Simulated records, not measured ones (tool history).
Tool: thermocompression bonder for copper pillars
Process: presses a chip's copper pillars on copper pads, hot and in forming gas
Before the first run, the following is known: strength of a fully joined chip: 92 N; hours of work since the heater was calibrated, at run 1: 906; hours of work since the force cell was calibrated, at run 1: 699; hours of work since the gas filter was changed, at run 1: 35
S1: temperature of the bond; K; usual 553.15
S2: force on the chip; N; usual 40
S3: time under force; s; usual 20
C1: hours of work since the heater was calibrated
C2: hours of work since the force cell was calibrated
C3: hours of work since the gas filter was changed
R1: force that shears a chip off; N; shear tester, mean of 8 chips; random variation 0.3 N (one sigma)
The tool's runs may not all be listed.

| run | day | S1 | S2 | S3 | C1 | C2 | C3 | R1 |
|---|---|---|---|---|---|---|---|---|
| 1 | 0 | 553.15 | 40 | 20 | 906 | 699 | 35 | 52.3 |
|  | 0.733 | heater calibrated with a thermocouple chip |
| 2 | 2.471 | 553.15 | 40 | 20 | 33 | 744 | 79 | 55.7 |
| 3 | 4.792 | 553.15 | 57 | 20 | 76 | 787 | 123 | 63.6 |
| 4 | 6.917 | 553.15 | 57 | 20 | 116 | 827 | 163 | 64.7 |
| 5 | 8.688 | 553.15 | 57 | 20 | 149 | 860 | 196 | 64.5 |
| 6 | 10.029 | 553.15 | 40 | 20 | 175 | 886 | 221 | 55.8 |
| 7 | 12.671 | 553.15 | 40 | 20 | 224 | 935 | 271 | 56 |
| 8 | 14.946 | 553.15 | 40 | 20 | 267 | 978 | 314 | 56.3 |
| 9 | 16.788 | 553.15 | 40 | 20 | 302 | 1013 | 348 | 56.2 |
|  | 17.062 | heater calibrated with a thermocouple chip, once more |
| 10 | 18.875 | 553.15 | 43 | 59 | 34 | 1050 | 386 | 60.8 |
|  | 20.721 | forming gas filter changed |
| 11 | 21.412 | 529.15 | 50 | 34 | 81 | 1098 | 13 | 41.2 |
|  | 23.492 | force cell calibrated |
| 12 | 23.817 | 529.15 | 50 | 34 | 125 | 6 | 57 | 42.8 |
| 13 | 25.208 | 529.15 | 50 | 34 | 152 | 32 | 83 | 42.9 |
| 14 | 27.108 | 565.15 | 49 | 22 | 187 | 68 | 119 | 60.5 |
| 15 | 28.696 | 561.15 | 26 | 15 | 217 | 98 | 149 | 37.7 |
| 16 | 30.125 | 561.15 | 26 | 15 | 244 | 125 | 176 | 37.7 |
| 17 | 32.258 | 533.15 | 57 | 28 | 284 | 165 | 216 | 46.6 |

Here are 3 independent what-if runs from the current tool condition. What would each one return?
| A | 34.554 | 581.15 | 40 | 20 | 327 | 208 | 259 | ? |
| B | 34.554 | 533.15 | 40 | 28 | 327 | 208 | 259 | ? |
| C | 34.554 | 579.15 | 40 | 58 | 327 | 208 | 259 | ? |

| run | R1 |
|---|---|
| A | 64.9 |
| B | 39.3 |
| C | 78 |
The same runs, with their run-to-run variation unchanged, on a tool lacking any hidden condition would have given:
| run | R1 |
|---|---|
| A | 64.1 |
| B | 37.6 |
| C | 78.1 |
